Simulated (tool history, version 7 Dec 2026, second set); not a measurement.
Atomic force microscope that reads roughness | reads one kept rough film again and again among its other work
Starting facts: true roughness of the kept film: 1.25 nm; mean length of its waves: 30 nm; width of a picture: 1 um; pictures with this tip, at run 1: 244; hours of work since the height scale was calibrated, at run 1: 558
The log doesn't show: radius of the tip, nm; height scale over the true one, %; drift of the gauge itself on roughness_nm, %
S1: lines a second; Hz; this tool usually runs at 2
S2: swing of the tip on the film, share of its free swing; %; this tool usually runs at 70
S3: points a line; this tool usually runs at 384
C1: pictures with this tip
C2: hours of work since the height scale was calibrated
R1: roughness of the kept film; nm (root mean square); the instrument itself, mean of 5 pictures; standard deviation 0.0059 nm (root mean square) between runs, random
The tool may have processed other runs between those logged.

Run 1, hour 0: usual settings; C1 244; C2 558. Result: R1 1.061 nm (root mean square).
Run 2, hour 19.1: usual settings; C1 273; C2 572. Result: R1 1.058 nm (root mean square).
At hour 36.2: new tip fitted.
Run 3, hour 40.6: usual settings; C1 6; C2 586. Result: R1 1.073 nm (root mean square).
Run 4, hour 55.8: usual settings; C1 29; C2 597. Result: R1 1.063 nm (root mean square).
Run 5, hour 73: usual settings; C1 55; C2 609. Result: R1 1.065 nm (root mean square).
Run 6, hour 98.1: usual settings; C1 92; C2 627. Result: R1 1.075 nm (root mean square).
Run 7, hour 123.3: usual settings but S1 2.15 Hz; C1 130; C2 645. Result: R1 1.056 nm (root mean square).
Run 8, hour 134.8: usual settings but S1 2.15 Hz; C1 147; C2 653. Result: R1 1.072 nm (root mean square).
Run 9, hour 157.2: usual settings but S1 2.15 Hz; C1 181; C2 669. Result: R1 1.06 nm (root mean square).
Run 10, hour 170: usual settings but S3 432; C1 200; C2 678. Result: R1 1.071 nm (root mean square).
Run 11, hour 192.4: usual settings but S3 259; C1 233; C2 694. Result: R1 1.064 nm (root mean square).
Run 12, hour 209.4: usual settings but S1 1.36 Hz, S3 259; C1 259; C2 706. Result: R1 1.094 nm (root mean square).
Run 13, hour 227.1: usual settings but S1 1.36 Hz, S3 259; C1 285; C2 718. Result: R1 1.095 nm (root mean square).
At hour 235.2: new tip fitted.
Run 14, hour 253.8: usual settings; C1 28; C2 737. Result: R1 1.067 nm (root mean square).
Run 15, hour 279.6: usual settings; C1 66; C2 755. Result: R1 1.075 nm (root mean square).
Run 16, hour 303.5: usual settings; C1 102; C2 772. Result: R1 1.06 nm (root mean square).
Run 17, hour 319.4: usual settings; C1 126; C2 783. Result: R1 1.061 nm (root mean square).
Run 18, hour 333: usual settings but S2 84 %, S3 273; C1 146; C2 793. Result: R1 0.955 nm (root mean square).
Run 19, hour 358.5: usual settings but S1 1.43 Hz, S2 76 %, S3 302; C1 184; C2 811. Result: R1 1.066 nm (root mean square).
Run 20, hour 380.4: usual settings but S1 3.04 Hz, S2 75 %, S3 824; C1 217; C2 826. Result: R1 0.969 nm (root mean square).
Run 21, hour 397.4: usual settings but S1 1.52 Hz, S2 62 %; C1 242; C2 838. Result: R1 1.136 nm (root mean square).
Run 22, hour 419.3: usual settings but S1 1.52 Hz, S2 64 %, S3 885; C1 275; C2 854. Result: R1 1.133 nm (root mean square).
At hour 435.1: new tip fitted.
Run 23, hour 446.2: usual settings but S1 1.52 Hz, S2 64 %, S3 885; C1 17; C2 872. Result: R1 1.129 nm (root mean square).
Run 24, hour 461.8: usual settings but S1 1.52 Hz, S2 64 %, S3 885; C1 40; C2 883. Result: R1 1.128 nm (root mean square).
Run 25, hour 477.3: usual settings but S1 1.22 Hz, S2 59 %, S3 998; C1 63; C2 894. Result: R1 1.149 nm (root mean square).
Run 26, hour 498.9: usual settings but S2 88 %, S3 352; C1 96; C2 910. Result: R1 0.916 nm (root mean square).
Run 27, hour 516: usual settings but S2 88 %, S3 352; C1 121; C2 922. Result: R1 0.916 nm (root mean square).
Run 28, hour 540.5: usual settings but S1 0.55 Hz, S2 88 %, S3 332; C1 158; C2 939. Result: R1 1.1 nm (root mean square).
Run 29, hour 565: usual settings but S1 1.7 Hz, S2 88 %, S3 876; C1 195; C2 956. Result: R1 0.956 nm (root mean square).
Run 30, hour 577.3: usual settings but S1 0.98 Hz, S2 59 %, S3 416; C1 213; C2 965. Result: R1 1.168 nm (root mean square).
Run 31, hour 592.9: usual settings but S1 3.98 Hz, S2 65 %, S3 700; C1 236; C2 976. Result: R1 1.02 nm (root mean square).
Run 32, hour 609: usual settings but S2 60 %, S3 642; C1 260; C2 988. Result: R1 1.125 nm (root mean square).

Each row is a separate what-if for the run after 32, all from the same tool condition, not one after another. Results?
Run A, hour 621.6: usual settings but S1 0.79 Hz, S2 58 %; C1 279; C2 996. Result: R1 ?.
Run B, hour 621.6: usual settings but S1 0.77 Hz, S2 63 %, S3 986; C1 279; C2 996. Result: R1 ?.
Run C, hour 621.6: usual settings but S1 2.4 Hz, S2 55 %, S3 259; C1 279; C2 996. Result: R1 ?.
Run D, hour 621.6: usual settings but S2 58 %, S3 678; C1 279; C2 996. Result: R1 ?.
Run E, hour 621.6: usual settings but S2 60 %, S3 261; C1 279; C2 996. Result: R1 ?.

run     R1
  A  1.165
  B  1.158
  C  1.129
  D  1.124
  E  1.113
The same runs, with their run-to-run variation unchanged, on a tool lacking any hidden condition would have given:
run     R1
  A  1.168
  B  1.161
  C  1.132
  D  1.127
  E  1.115
